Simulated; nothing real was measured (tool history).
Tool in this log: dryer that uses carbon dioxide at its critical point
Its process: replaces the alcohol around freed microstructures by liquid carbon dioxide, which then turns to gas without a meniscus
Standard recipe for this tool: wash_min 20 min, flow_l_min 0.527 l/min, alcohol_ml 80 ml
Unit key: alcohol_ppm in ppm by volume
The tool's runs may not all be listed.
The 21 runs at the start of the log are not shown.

run	hour	wash_min	flow_l_min	alcohol_ml	hours of work since the filter was changed	hours of work since the purifier's bed was changed	alcohol_ppm
22	680.9	20	0.43	80	196	564	733
23	704.6	20	0.527	80	203	572	358
24	728.6	18	0.321	61	211	579	1920
25	759.3	18	0.321	61	221	589	1953
26	793.9	18	0.321	61	232	601	2011
27	823.5	22	0.527	29	242	610	137
28	853.1	15	0.712	80	251	620	375
29	878.9	20	0.336	80	260	628	1692
30	908.3	19	0.527	80	269	638	445
31	942.8	16	0.659	59	280	649	310
32	975.9	16	0.659	59	291	660	314
33	999.2	16	0.659	59	299	667	328
34	1031.6	27	0.423	80	309	678	293
35	1073	27	0.474	68	323	691	171
36	1099.2	27	0.474	68	331	700	169
37	1119.2	27	0.474	68	338	706	192
38	1163.9	14	0.423	25	352	720	885
39	1203.7	26	0.521	80	365	733	168
40	1238.7	12	0.662	80	376	745	1196
41	1276.2	20	0.35	46	388	757	966
42	1301.1	32	0.527	74	396	765	108
43	1323.9	15	0.791	30	404	772	180
44	1358.3	15	0.469	61	415	783	1289
45	1397.3	15	0.469	61	428	796	1281
# hour 1403: purifier's bed changed
46	1445.6	15	0.469	61	442	14	1227

Each row is a separate what-if for the run after 46, all from the same tool condition, not one after another. Results?
A	1477.5	29	0.469	35	453	24	?
B	1477.5	15	0.469	98	453	24	?
C	1477.5	20	0.849	37	453	24	?
D	1477.5	20	0.585	102	453	24	?

run	alcohol_ppm
A	38
B	1957
C	13
D	273
Stripped of hidden state, with their random variation kept, the same runs would have yielded:
run	alcohol_ppm
A	23
B	1590
C	5
D	194

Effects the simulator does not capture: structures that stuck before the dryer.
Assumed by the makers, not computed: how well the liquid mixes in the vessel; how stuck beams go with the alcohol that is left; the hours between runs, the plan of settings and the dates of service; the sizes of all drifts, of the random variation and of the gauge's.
